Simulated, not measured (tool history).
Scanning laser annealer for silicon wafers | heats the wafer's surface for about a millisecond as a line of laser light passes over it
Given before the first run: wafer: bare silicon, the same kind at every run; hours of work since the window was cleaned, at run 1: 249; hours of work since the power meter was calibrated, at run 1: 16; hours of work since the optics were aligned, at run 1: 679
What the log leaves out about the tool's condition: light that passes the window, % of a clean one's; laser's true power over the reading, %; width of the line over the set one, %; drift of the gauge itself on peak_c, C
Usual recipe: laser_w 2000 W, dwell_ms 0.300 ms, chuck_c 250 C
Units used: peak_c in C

| run | hour | laser_w | dwell_ms | chuck_c | hours of work since the window was cleaned | hours of work since the power meter was calibrated | hours of work since the optics were aligned | peak_c |
|---|---|---|---|---|---|---|---|---|
| 1 | 0.0 | 2000 | 0.300 | 250 | 249 | 16 | 679 | 1068 |
| 2 | 8.6 | 2000 | 0.300 | 250 | 255 | 23 | 686 | 1069 |
| 3 | 12.9 | 2000 | 0.300 | 250 | 259 | 26 | 689 | 1070 |
| 4 | 22.5 | 2000 | 0.314 | 250 | 266 | 34 | 697 | 1084 |
| 5 | 26.4 | 2000 | 0.314 | 250 | 269 | 37 | 700 | 1085 |
| 6 | 32.1 | 2000 | 0.314 | 250 | 274 | 41 | 704 | 1086 |
| 7 | 37.4 | 2000 | 0.314 | 250 | 278 | 45 | 708 | 1084 |
| 8 | 46.1 | 2000 | 0.314 | 250 | 285 | 52 | 715 | 1083 |
| 9 | 50.8 | 2000 | 0.300 | 263 | 289 | 56 | 719 | 1078 |
| 10 | 59.2 | 2000 | 0.300 | 263 | 295 | 62 | 725 | 1078 |
| 11 | 66.3 | 2000 | 0.323 | 250 | 301 | 68 | 731 | 1094 |
| 12 | 74.6 | 2000 | 0.323 | 250 | 307 | 74 | 737 | 1093 |
| 13 | 83.9 | 2000 | 0.300 | 250 | 314 | 82 | 745 | 1064 |
| 14 | 93.4 | 2000 | 0.300 | 250 | 322 | 89 | 752 | 1063 |
| 15 | 101.6 | 2198 | 0.300 | 250 | 328 | 96 | 759 | 1140 |
| 16 | 108.7 | 2198 | 0.300 | 250 | 334 | 101 | 764 | 1141 |
| 17 | 117.1 | 2198 | 0.300 | 250 | 341 | 108 | 771 | 1141 |
| 18 | 123.3 | 2198 | 0.300 | 250 | 345 | 113 | 776 | 1137 |
| 19 | 128.6 | 2198 | 0.300 | 250 | 350 | 117 | 780 | 1140 |
| 20 | 135.6 | 1973 | 0.300 | 250 | 355 | 122 | 785 | 1044 |
| 21 | 143.1 | 1973 | 0.300 | 250 | 361 | 128 | 791 | 1047 |
| 22 | 148.8 | 1973 | 0.300 | 283 | 365 | 133 | 796 | 1080 |
| 23 | 153.5 | 1973 | 0.300 | 283 | 369 | 136 | 799 | 1080 |
| 24 | 161.3 | 1973 | 0.300 | 283 | 375 | 142 | 805 | 1080 |
| 25 | 166.8 | 1821 | 0.309 | 283 | 379 | 147 | 810 | 1030 |
| 26 | 173.5 | 1821 | 0.309 | 283 | 385 | 152 | 815 | 1033 |
| 27 | 182.4 | 2000 | 0.236 | 251 | 392 | 159 | 822 | 969 |
| 28 | 186.8 | 1974 | 0.300 | 260 | 395 | 162 | 825 | 1054 |
| 29 | 194.3 | 2111 | 0.226 | 277 | 401 | 168 | 831 | 1015 |
| 30 | 198.2 | 1749 | 0.297 | 250 | 404 | 171 | 834 | 957 |
| 31 | 202.3 | 1749 | 0.297 | 255 | 407 | 175 | 838 | 961 |
| 32 | 209.4 | 1990 | 0.250 | 267 | 413 | 180 | 843 | 1002 |
| 33 | 214.1 | 1961 | 0.259 | 267 | 417 | 184 | 847 | 1003 |
| 34 | 220.8 | 1993 | 0.221 | 252 | 422 | 189 | 852 | 941 |
| 35 | 229.3 | 1761 | 0.315 | 234 | 429 | 196 | 859 | 964 |
| 36 | 237.3 | 1761 | 0.315 | 234 | 435 | 202 | 865 | 960 |
| 37 | 244.1 | 1761 | 0.315 | 234 | 440 | 207 | 870 | 964 |
| 38 | 252.3 | 2099 | 0.216 | 272 | 447 | 214 | 877 | 987 |
| 39 | 259.6 | 2099 | 0.216 | 272 | 452 | 220 | 882 | 986 |
| 40 | 266.1 | 2099 | 0.216 | 272 | 457 | 225 | 888 | 988 |
| 41 | 274.0 | 2031 | 0.300 | 226 | 464 | 231 | 894 | 1037 |
| 42 | 282.8 | 1913 | 0.301 | 236 | 470 | 238 | 901 | 1005 |

Had the tool no unlogged condition, and each run kept its random variation, what would the results have been?
| run | peak_c |
|---|---|
| 1 | 1089 |
| 2 | 1090 |
| 3 | 1092 |
| 4 | 1106 |
| 5 | 1108 |
| 6 | 1109 |
| 7 | 1107 |
| 8 | 1107 |
| 9 | 1102 |
| 10 | 1102 |
| 11 | 1120 |
| 12 | 1119 |
| 13 | 1090 |
| 14 | 1089 |
| 15 | 1169 |
| 16 | 1171 |
| 17 | 1171 |
| 18 | 1168 |
| 19 | 1171 |
| 20 | 1073 |
| 21 | 1076 |
| 22 | 1109 |
| 23 | 1110 |
| 24 | 1110 |
| 25 | 1058 |
| 26 | 1062 |
| 27 | 997 |
| 28 | 1085 |
| 29 | 1045 |
| 30 | 985 |
| 31 | 990 |
| 32 | 1032 |
| 33 | 1033 |
| 34 | 970 |
| 35 | 995 |
| 36 | 991 |
| 37 | 995 |
| 38 | 1018 |
| 39 | 1018 |
| 40 | 1021 |
| 41 | 1075 |
| 42 | 1041 |

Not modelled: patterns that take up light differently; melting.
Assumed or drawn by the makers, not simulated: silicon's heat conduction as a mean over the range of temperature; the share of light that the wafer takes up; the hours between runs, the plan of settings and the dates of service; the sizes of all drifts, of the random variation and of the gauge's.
